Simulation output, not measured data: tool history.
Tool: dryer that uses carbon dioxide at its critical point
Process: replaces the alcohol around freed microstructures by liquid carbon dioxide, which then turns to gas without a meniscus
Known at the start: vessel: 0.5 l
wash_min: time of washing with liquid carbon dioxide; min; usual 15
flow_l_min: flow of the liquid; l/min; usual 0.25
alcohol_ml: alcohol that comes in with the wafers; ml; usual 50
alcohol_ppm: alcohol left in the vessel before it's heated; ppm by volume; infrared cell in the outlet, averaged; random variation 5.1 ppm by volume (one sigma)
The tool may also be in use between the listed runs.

Run 1, day 0: usual settings. Result: alcohol_ppm 161 ppm by volume.
Run 2, day 1.625: usual settings. Result: alcohol_ppm 162 ppm by volume.
At day 2.383: inlet filter changed.
Run 3, day 2.854: usual settings. Result: alcohol_ppm 89 ppm by volume.
Run 4, day 4.296: usual settings. Result: alcohol_ppm 104 ppm by volume.
Run 5, day 5.462: usual settings. Result: alcohol_ppm 92 ppm by volume.
Run 6, day 6.746: usual settings. Result: alcohol_ppm 107 ppm by volume.
Run 7, day 8.262: usual settings. Result: alcohol_ppm 109 ppm by volume.
Run 8, day 9.742: usual settings but flow_l_min 0.242 l/min. Result: alcohol_ppm 132 ppm by volume.
Run 9, day 11.167: usual settings. Result: alcohol_ppm 134 ppm by volume.
Run 10, day 12.242: usual settings. Result: alcohol_ppm 129 ppm by volume.
Run 11, day 13.858: usual settings but wash_min 18 min. Result: alcohol_ppm 64 ppm by volume.
Run 12, day 15.388: usual settings but alcohol_ml 46 ml. Result: alcohol_ppm 136 ppm by volume.
Run 13, day 16.521: usual settings but flow_l_min 0.249 l/min, alcohol_ml 46 ml. Result: alcohol_ppm 146 ppm by volume.
Run 14, day 18.312: usual settings but wash_min 10 min, flow_l_min 0.249 l/min, alcohol_ml 61 ml. Result: alcohol_ppm 1384 ppm by volume.
Run 15, day 19.254: usual settings but wash_min 10 min, flow_l_min 0.249 l/min, alcohol_ml 61 ml. Result: alcohol_ppm 1351 ppm by volume.
Run 16, day 20.408: usual settings but wash_min 19 min, flow_l_min 0.223 l/min, alcohol_ml 38 ml. Result: alcohol_ppm 102 ppm by volume.
Run 17, day 21.346: usual settings but wash_min 19 min, flow_l_min 0.223 l/min, alcohol_ml 38 ml. Result: alcohol_ppm 111 ppm by volume.
Run 18, day 22.504: usual settings but wash_min 14 min. Result: alcohol_ppm 257 ppm by volume.

Forecast each of these 5 alternatives for the next run:
Run A, day 24.254: usual settings but wash_min 14 min, flow_l_min 0.166 l/min, alcohol_ml 115 ml. Result: alcohol_ppm ?.
Run B, day 24.254: usual settings but alcohol_ml 29 ml. Result: alcohol_ppm ?.
Run C, day 24.254: usual settings but wash_min 11 min, flow_l_min 0.376 l/min, alcohol_ml 103 ml. Result: alcohol_ppm ?.
Run D, day 24.254: usual settings but wash_min 14 min, flow_l_min 0.298 l/min. Result: alcohol_ppm ?.
Run E, day 24.254: usual settings but wash_min 19 min, flow_l_min 0.297 l/min, alcohol_ml 94 ml. Result: alcohol_ppm ?.

run  alcohol_ppm
  A         3959
  B          141
  C          181
  D          138
  E           85
Without the tool's hidden state the same runs would have given:
run  alcohol_ppm
  A         2633
  B           36
  C           56
  D           42
  E           10

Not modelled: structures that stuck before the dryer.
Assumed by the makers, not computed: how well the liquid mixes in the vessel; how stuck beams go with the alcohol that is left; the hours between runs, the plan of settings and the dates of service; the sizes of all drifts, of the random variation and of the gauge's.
